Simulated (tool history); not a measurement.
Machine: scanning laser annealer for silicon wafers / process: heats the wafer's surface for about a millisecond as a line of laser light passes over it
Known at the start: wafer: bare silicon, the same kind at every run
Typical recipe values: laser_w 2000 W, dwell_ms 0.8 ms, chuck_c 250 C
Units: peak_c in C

{"run": 1, "hour": 0.0, "laser_w": 2000, "dwell_ms": 0.8, "chuck_c": 250, "peak_c": 975}
{"run": 2, "hour": 52.1, "laser_w": 2000, "dwell_ms": 0.8, "chuck_c": 221, "peak_c": 945}
{"run": 3, "hour": 116.1, "laser_w": 2000, "dwell_ms": 0.8, "chuck_c": 221, "peak_c": 945}
{"run": 4, "hour": 153.1, "laser_w": 2000, "dwell_ms": 0.722, "chuck_c": 221, "peak_c": 904}
{"run": 5, "hour": 210.9, "laser_w": 2000, "dwell_ms": 0.722, "chuck_c": 221, "peak_c": 899}
{"run": 6, "hour": 270.3, "laser_w": 2000, "dwell_ms": 0.722, "chuck_c": 221, "peak_c": 903}
{"run": 7, "hour": 314.5, "laser_w": 1809, "dwell_ms": 0.8, "chuck_c": 250, "peak_c": 887}
{"run": 8, "hour": 364.2, "laser_w": 1809, "dwell_ms": 0.8, "chuck_c": 250, "peak_c": 885}
{"run": 9, "hour": 438.1, "laser_w": 2000, "dwell_ms": 0.8, "chuck_c": 250, "peak_c": 963}
{"run": 10, "hour": 500.7, "laser_w": 1922, "dwell_ms": 0.8, "chuck_c": 250, "peak_c": 928}
{"run": 11, "hour": 554.4, "laser_w": 2000, "dwell_ms": 0.8, "chuck_c": 250, "peak_c": 960}
{"run": 12, "hour": 607.8, "laser_w": 2000, "dwell_ms": 0.878, "chuck_c": 250, "peak_c": 995}
{"hour": 645.2, "done": "optics aligned, line set to its width"}
{"hour": 669.7, "done": "window over the wafer cleaned"}
{"run": 13, "hour": 672.9, "laser_w": 2000, "dwell_ms": 0.878, "chuck_c": 250, "peak_c": 1044}
{"run": 14, "hour": 745.0, "laser_w": 2000, "dwell_ms": 0.878, "chuck_c": 250, "peak_c": 1037}
{"run": 15, "hour": 777.4, "laser_w": 2000, "dwell_ms": 0.878, "chuck_c": 250, "peak_c": 1037}
{"run": 16, "hour": 833.3, "laser_w": 2000, "dwell_ms": 0.8, "chuck_c": 250, "peak_c": 1000}
{"run": 17, "hour": 876.8, "laser_w": 2000, "dwell_ms": 0.8, "chuck_c": 250, "peak_c": 997}
{"run": 18, "hour": 941.4, "laser_w": 1766, "dwell_ms": 0.602, "chuck_c": 264, "peak_c": 811}
{"run": 19, "hour": 1000.6, "laser_w": 1931, "dwell_ms": 0.682, "chuck_c": 267, "peak_c": 920}
{"run": 20, "hour": 1057.0, "laser_w": 1900, "dwell_ms": 0.878, "chuck_c": 212, "peak_c": 948}
{"run": 21, "hour": 1093.6, "laser_w": 2000, "dwell_ms": 0.591, "chuck_c": 265, "peak_c": 895}
{"run": 22, "hour": 1150.7, "laser_w": 2000, "dwell_ms": 0.8, "chuck_c": 271, "peak_c": 1010}
{"run": 23, "hour": 1189.1, "laser_w": 2003, "dwell_ms": 0.6, "chuck_c": 230, "peak_c": 865}
{"run": 24, "hour": 1233.4, "laser_w": 2003, "dwell_ms": 0.6, "chuck_c": 230, "peak_c": 861}
{"run": 25, "hour": 1265.5, "laser_w": 2003, "dwell_ms": 0.6, "chuck_c": 230, "peak_c": 861}
{"run": 26, "hour": 1305.6, "laser_w": 2043, "dwell_ms": 0.598, "chuck_c": 283, "peak_c": 928}
{"run": 27, "hour": 1366.9, "laser_w": 2043, "dwell_ms": 0.598, "chuck_c": 283, "peak_c": 928}
{"run": 28, "hour": 1402.6, "laser_w": 2043, "dwell_ms": 0.598, "chuck_c": 276, "peak_c": 919}
{"run": 29, "hour": 1452.9, "laser_w": 2004, "dwell_ms": 0.723, "chuck_c": 276, "peak_c": 969}
{"run": 30, "hour": 1490.7, "laser_w": 2000, "dwell_ms": 0.989, "chuck_c": 215, "peak_c": 1033}
{"run": 31, "hour": 1545.4, "laser_w": 2027, "dwell_ms": 0.764, "chuck_c": 214, "peak_c": 934}
{"run": 32, "hour": 1616.3, "laser_w": 1860, "dwell_ms": 0.8, "chuck_c": 250, "peak_c": 918}
{"run": 33, "hour": 1659.9, "laser_w": 2108, "dwell_ms": 0.864, "chuck_c": 213, "peak_c": 1017}

Measured minus without-hidden-state, run by run (identical run-to-run variation in each term; gauge scatter may differ):
The tool's hidden condition here consists of: light that passes the window, % of a clean one's; laser's true power over the reading, %; width of the line over the set one, %; drift of the gauge itself on peak_c, C.
run=1 peak_c=-24
run=2 peak_c=-26
run=3 peak_c=-28
run=4 peak_c=-28
run=5 peak_c=-29
run=6 peak_c=-30
run=7 peak_c=-29
run=8 peak_c=-31
run=9 peak_c=-37
run=10 peak_c=-37
run=11 peak_c=-41
run=12 peak_c=-45
run=13 peak_c=+3
run=14 peak_c=+0
run=15 peak_c=+0
run=16 peak_c=-2
run=17 peak_c=-3
run=18 peak_c=-4
run=19 peak_c=-6
run=20 peak_c=-9
run=21 peak_c=-8
run=22 peak_c=-11
run=23 peak_c=-10
run=24 peak_c=-12
run=25 peak_c=-13
run=26 peak_c=-14
run=27 peak_c=-15
run=28 peak_c=-17
run=29 peak_c=-19
run=30 peak_c=-24
run=31 peak_c=-23
run=32 peak_c=-23
run=33 peak_c=-29
